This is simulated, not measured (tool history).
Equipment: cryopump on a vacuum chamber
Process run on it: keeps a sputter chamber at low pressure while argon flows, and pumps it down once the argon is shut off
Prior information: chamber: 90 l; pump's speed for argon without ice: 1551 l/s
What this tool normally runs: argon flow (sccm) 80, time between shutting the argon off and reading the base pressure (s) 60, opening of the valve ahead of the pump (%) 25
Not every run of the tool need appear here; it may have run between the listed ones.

run,hour,argon flow (sccm),time between shutting the argon off and reading the base pressure (s),opening of the valve ahead of the pump (%),pressure while argon flows (Pa),pressure after the wait (uPa)
1,0.0,80,60,25,0.3517,1.30
2,37.2,80,60,25,0.3530,1.27
3,76.4,80,60,52,0.1734,1.27
4,118.6,80,60,52,0.1738,1.29
5,144.0,80,60,52,0.1742,1.31
6,183.4,80,67,25,0.3530,1.26
7,201.2,80,67,25,0.3548,1.22
8,234.4,80,67,25,0.3560,1.25
9,272.7,80,56,25,0.3575,1.37
10,304.4,39,26,25,0.1740,2.58
11,331.6,80,29,28,0.3180,2.39
12,358.4,80,60,18,0.4882,1.37

Forecast run 13:
13,388.8,96,42,54,?,?

{"run 13": {"pressure while argon flows (Pa)": 0.203, "pressure after the wait (uPa)": 1.75}}
The same run, on a tool lacking any hidden state, would have yielded pressure while argon flows (Pa) 0.1936, pressure after the wait (uPa) 1.58.

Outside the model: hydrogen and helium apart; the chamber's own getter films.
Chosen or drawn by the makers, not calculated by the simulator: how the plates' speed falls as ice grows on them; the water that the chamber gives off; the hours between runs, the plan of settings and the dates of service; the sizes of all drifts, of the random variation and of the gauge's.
